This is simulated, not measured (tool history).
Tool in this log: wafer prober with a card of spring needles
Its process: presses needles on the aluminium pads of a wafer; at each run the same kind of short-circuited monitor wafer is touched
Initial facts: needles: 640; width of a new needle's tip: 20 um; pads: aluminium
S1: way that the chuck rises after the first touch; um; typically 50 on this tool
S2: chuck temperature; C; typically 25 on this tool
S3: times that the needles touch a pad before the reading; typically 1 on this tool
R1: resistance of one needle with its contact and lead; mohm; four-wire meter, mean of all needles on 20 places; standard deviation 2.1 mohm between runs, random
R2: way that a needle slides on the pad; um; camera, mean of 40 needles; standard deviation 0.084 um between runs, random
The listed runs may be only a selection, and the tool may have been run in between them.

run   hour  S1   S2  S3   R1     R2
  1    0.0  50   25   1  372  13.91
       1.4  -- tips cleaned on abrasive film
       9.7  -- tips cleaned on abrasive film
  2   14.8  50   25   1  343  13.75
      18.1  -- tips cleaned on abrasive film
  3   23.9  50   25   1  359  13.77
      26.9  -- tips cleaned on abrasive film
      35.9  -- tips cleaned on abrasive film
  4   36.9  50   25   1  271  13.58
      44.8  -- tips cleaned on abrasive film
  5   52.1  50   43   1  365  13.59
      53.4  -- tips cleaned on abrasive film
  6   59.7  50   25   1  364  13.74
      61.6  -- tips cleaned on abrasive film
  7   67.6  50   28   1  361  13.49
      70.1  -- tips cleaned on abrasive film
      78.6  -- tips cleaned on abrasive film
  8   81.5  50   25   2  280  13.68
      86.8  -- tips cleaned on abrasive film
  9   88.8  50   25   2  278  13.61
      95.3  -- tips cleaned on abrasive film
 10   98.5  50   25   2  293  13.48
     103.6  -- tips cleaned on abrasive film
 11  106.1  50   25   2  284  13.51
     112.3  -- tips cleaned on abrasive film
     121.1  -- tips cleaned on abrasive film
 12  123.2  50   25   1  297  13.57
     129.8  -- tips cleaned on abrasive film
     138.4  -- tips cleaned on abrasive film
 13  140.8  35   25   1  371   9.34
     144.8  -- height of the first contact set anew
     147.6  -- tips cleaned on abrasive film
 14  152.8  50   35   1  351  14.03
     156.2  -- tips cleaned on abrasive film
     164.9  -- tips cleaned on abrasive film
 15  170.7  50   35   1  358  13.98
     173.1  -- tips cleaned on abrasive film
     181.9  -- tips cleaned on abrasive film
 16  183.0  50   25   1  273  13.81
     191.1  -- tips cleaned on abrasive film
     199.6  -- tips cleaned on abrasive film
 17  200.2  50   25   3  246  13.93
     208.5  -- tips cleaned on abrasive film
 18  208.9  43   25   3  252  11.90
     217.3  -- tips cleaned on abrasive film
 19  224.7  50   25   2  325  13.82
     226.3  -- tips cleaned on abrasive film
 20  233.9  64   25   3  267  17.68
     234.8  -- tips cleaned on abrasive film
     243.9  -- tips cleaned on abrasive film
 21  245.9  50  101   1  314  13.79
     252.5  -- tips cleaned on abrasive film
     261.5  -- tips cleaned on abrasive film
 22  262.3  70   48   2  250  19.43
     270.0  -- tips cleaned on abrasive film
 23  270.4  33   25   1  285   8.88
     278.9  -- tips cleaned on abrasive film
 24  279.4  33   25   2  277   8.84
     287.2  -- tips cleaned on abrasive film
 25  288.0  37   72   2  288   9.97
     295.5  -- tips cleaned on abrasive film
     303.8  -- tips cleaned on abrasive film
 26  305.8  33   42   2  323   8.84
     312.3  -- tips cleaned on abrasive film
 27  314.6  48   25   1  307  12.94
     320.7  -- tips cleaned on abrasive film
 28  322.9  38   25   2  307   9.98
     329.3  -- tips cleaned on abrasive film
 29  332.2  37   36   2  330   9.86
     338.4  -- tips cleaned on abrasive film
     347.1  -- tips cleaned on abrasive film
     347.4  -- height of the first contact set anew
 30  348.8  37   36   2  297  10.51
     355.9  -- tips cleaned on abrasive film
 31  359.8  36   72   1  410  10.12

Some steps in R1, run to run, broken into two amounts with sign: the step expected even without the hidden condition (settings, incoming material, random variation), and the rest, left for the hidden condition together with whatever gauge scatter is not in both the measured and the hidden-condition-free result:
Hidden state at play: debris on the tips, nm; way that the needles fall short of the set height, um; tips' diameter, um; drift of the gauge itself on contact_mohm, %; drift of the gauge itself on scrub_um, %.
Run 3 -> 4: tips cleaned on abrasive film, tips cleaned on abrasive film. R1 -88 mohm: hidden state -84, all else -4.
Run 4 -> 5: S2 25 -> 43, tips cleaned on abrasive film. R1 +94 mohm: hidden state +88, all else +6.
Run 30 -> 31: S1 37 -> 36, S2 36 -> 72, S3 2 -> 1, tips cleaned on abrasive film. R1 +113 mohm: hidden state +108, all else +5.

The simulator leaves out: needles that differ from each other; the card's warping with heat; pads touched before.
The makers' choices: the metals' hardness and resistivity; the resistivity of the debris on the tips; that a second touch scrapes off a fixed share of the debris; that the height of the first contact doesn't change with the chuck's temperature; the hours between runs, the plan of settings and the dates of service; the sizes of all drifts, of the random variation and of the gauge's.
